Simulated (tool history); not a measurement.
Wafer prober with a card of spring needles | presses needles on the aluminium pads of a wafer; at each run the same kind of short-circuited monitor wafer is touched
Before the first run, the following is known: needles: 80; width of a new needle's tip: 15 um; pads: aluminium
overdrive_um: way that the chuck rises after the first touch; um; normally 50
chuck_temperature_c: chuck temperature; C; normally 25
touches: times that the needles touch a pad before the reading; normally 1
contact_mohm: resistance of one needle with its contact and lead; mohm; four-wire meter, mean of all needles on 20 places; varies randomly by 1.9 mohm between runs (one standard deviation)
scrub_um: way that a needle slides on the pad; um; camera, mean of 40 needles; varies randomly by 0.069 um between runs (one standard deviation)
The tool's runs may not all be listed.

run,day,overdrive_um,chuck_temperature_c,touches,contact_mohm,scrub_um
1,0.000,50,25,1,335,10.09
# day 0.275: tips cleaned on abrasive film
2,0.504,50,25,1,419,9.96
# day 0.675: tips cleaned on abrasive film
# day 1.029: tips cleaned on abrasive film
3,1.104,50,25,1,299,10.03
# day 1.400: tips cleaned on abrasive film
4,1.404,50,25,1,217,9.93
# day 1.750: tips cleaned on abrasive film
5,1.750,50,25,1,227,9.97
6,2.075,50,25,2,364,9.79
# day 2.129: tips cleaned on abrasive film
# day 2.525: tips cleaned on abrasive film
7,2.696,50,25,1,411,9.81
# day 2.921: tips cleaned on abrasive film
# day 3.292: tips cleaned on abrasive film
8,3.292,50,25,3,209,9.90
# day 3.658: tips cleaned on abrasive film
9,3.879,31,59,1,812,5.99
# day 4.029: tips cleaned on abrasive film
10,4.192,64,60,1,325,12.69
# day 4.396: tips cleaned on abrasive film
# day 4.750: tips cleaned on abrasive film
11,4.842,60,28,1,292,11.82
# day 5.129: tips cleaned on abrasive film
12,5.312,44,119,3,325,8.40
# day 5.496: tips cleaned on abrasive film
# day 5.571: height of the first contact set anew
# day 5.867: tips cleaned on abrasive film
13,5.954,44,119,3,282,8.94
# day 6.250: tips cleaned on abrasive film
14,6.329,50,25,3,241,10.10
# day 6.650: tips cleaned on abrasive film
15,6.733,50,25,3,249,10.13
# day 7.038: tips cleaned on abrasive film
16,7.046,50,25,3,218,10.16

Alternative continuations, all from the tool just after run 16; predict every row:
# day 7.425: tips cleaned on abrasive film
A,7.596,50,25,2,?,?
# day 7.425: tips cleaned on abrasive film
B,7.596,52,29,2,?,?
# day 7.425: tips cleaned on abrasive film
C,7.596,35,29,2,?,?
# day 7.425: tips cleaned on abrasive film
D,7.596,36,44,2,?,?

run,contact_mohm,scrub_um
A,312,10.02
B,309,10.40
C,446,6.87
D,430,7.17
Without the tool's unlogged condition, the same runs would have read:
run,contact_mohm,scrub_um
A,199,10.12
B,203,10.50
C,221,6.97
D,222,7.27
